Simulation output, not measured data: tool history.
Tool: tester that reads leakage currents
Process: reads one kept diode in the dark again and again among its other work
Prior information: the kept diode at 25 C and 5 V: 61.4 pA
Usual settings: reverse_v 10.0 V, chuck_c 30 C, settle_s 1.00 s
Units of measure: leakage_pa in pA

run,hour,reverse_v,chuck_c,settle_s,leakage_pa
1,0.0,10.0,30,1.00,134.38
2,177.0,10.0,30,1.00,136.33
3,315.3,10.0,30,1.00,138.43
4,439.7,10.0,30,1.00,140.22
5,557.2,10.0,30,1.00,141.78
6,690.1,10.0,44,1.00,428.69
7,843.6,16.0,30,1.00,179.85
8,971.3,16.0,30,1.00,182.42
9,1067.5,10.0,43,1.00,406.76
10,1231.5,10.0,30,1.00,152.05
11,1422.1,10.0,30,1.00,155.13
12,1563.3,10.0,30,1.00,157.78
13,1700.9,10.0,30,1.00,159.77
14,1803.5,10.0,30,0.93,161.42
15,1970.5,12.9,30,1.00,184.23
# hour 1981.8: chuck's temperature calibrated
16,2115.4,10.0,30,0.45,142.75
17,2198.2,10.0,30,0.45,143.86
18,2341.5,10.0,30,1.00,144.49
19,2523.9,10.0,30,1.00,146.37
20,2606.6,10.0,30,1.00,147.75
# hour 2676.0: tester calibrated
21,2790.2,10.0,30,1.00,153.87
22,2898.6,16.0,45,1.00,568.54
23,3065.7,1.5,45,1.00,216.99
24,3218.1,10.0,30,5.61,158.97
# hour 3233.1: probe card cleaned and baked
25,3372.4,6.1,40,1.22,253.43
26,3492.5,6.1,40,1.22,257.31
27,3572.4,6.1,40,1.22,258.16
28,3650.1,3.7,42,1.22,248.67
29,3770.7,3.7,42,1.22,252.19
30,3909.3,19.6,42,0.36,500.56
31,4026.6,19.6,42,0.36,503.38
32,4144.1,4.4,27,2.38,82.93
33,4280.0,2.6,27,0.49,68.21
34,4413.8,10.0,33,1.00,194.53
35,4513.4,10.0,22,0.53,84.53
36,4680.0,10.0,22,0.53,86.48
# hour 4810.9: chuck's temperature calibrated
37,4828.2,12.3,22,1.97,79.85
38,4997.3,12.3,22,1.97,82.01
39,5097.7,1.1,55,3.81,373.94

Forecast each of these 3 alternatives for the next run:
A,5185.2,1.1,55,0.65,?
B,5185.2,4.9,55,3.81,?
C,5185.2,1.1,33,7.68,?

run,leakage_pa
A,375.72
B,678.96
C,69.75
With no hidden state in the tool, these same runs would have given:
run,leakage_pa
A,372.57
B,669.54
C,67.80
